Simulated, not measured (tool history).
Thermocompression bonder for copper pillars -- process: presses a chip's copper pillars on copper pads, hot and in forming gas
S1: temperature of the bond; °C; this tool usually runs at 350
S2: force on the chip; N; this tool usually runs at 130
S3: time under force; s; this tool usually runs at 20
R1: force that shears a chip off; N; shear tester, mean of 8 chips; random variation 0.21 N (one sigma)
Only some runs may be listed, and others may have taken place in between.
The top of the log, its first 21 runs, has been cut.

run 22 hour=236.9 | S1=337 S2=139 S3=20 | R1=101.2
run 23 hour=243.1 | S1=337 S2=139 S3=38 | R1=119.3
run 24 hour=250.1 | S1=351 S2=139 S3=38 | R1=127.8
run 25 hour=257.4 | S1=340 S2=130 S3=13 | R1=85.4
run 26 hour=267.2 | S1=340 S2=130 S3=13 | R1=85.2
run 27 hour=275.1 | S1=366 S2=130 S3=56 | R1=139.5
run 28 hour=285.5 | S1=326 S2=80 S3=52 | R1=75.8
-- hour=292.2 force cell calibrated, once more
run 29 hour=299.1 | S1=350 S2=189 S3=31 | R1=140.6
run 30 hour=306.2 | S1=350 S2=189 S3=31 | R1=140.1
run 31 hour=315.9 | S1=350 S2=189 S3=31 | R1=140.1
run 32 hour=324.0 | S1=350 S2=189 S3=31 | R1=140.3
run 33 hour=330.5 | S1=327 S2=131 S3=31 | R1=99.7
run 34 hour=345.3 | S1=356 S2=149 S3=57 | R1=141.8
run 35 hour=353.4 | S1=356 S2=149 S3=57 | R1=140.8
run 36 hour=365.0 | S1=356 S2=149 S3=57 | R1=141.4
run 37 hour=376.5 | S1=357 S2=101 S3=29 | R1=97.4
run 38 hour=385.3 | S1=343 S2=115 S3=50 | R1=113.7
run 39 hour=392.5 | S1=331 S2=115 S3=13 | R1=68.4
run 40 hour=402.5 | S1=331 S2=115 S3=13 | R1=68.3

Predict each of these 3 candidate next runs independently; none follows another, all start after run 40:
run A hour=414.5 | S1=358 S2=130 S3=20 | R1=?
run B hour=414.5 | S1=329 S2=116 S3=25 | R1=?
run C hour=414.5 | S1=368 S2=115 S3=13 | R1=?

run=A R1=107.5
run=B R1=85.2
run=C R1=92.0
With the hidden condition removed and each run's random variation left untouched, the same runs would have given:
run=A R1=105.5
run=B R1=82.8
run=C R1=89.9
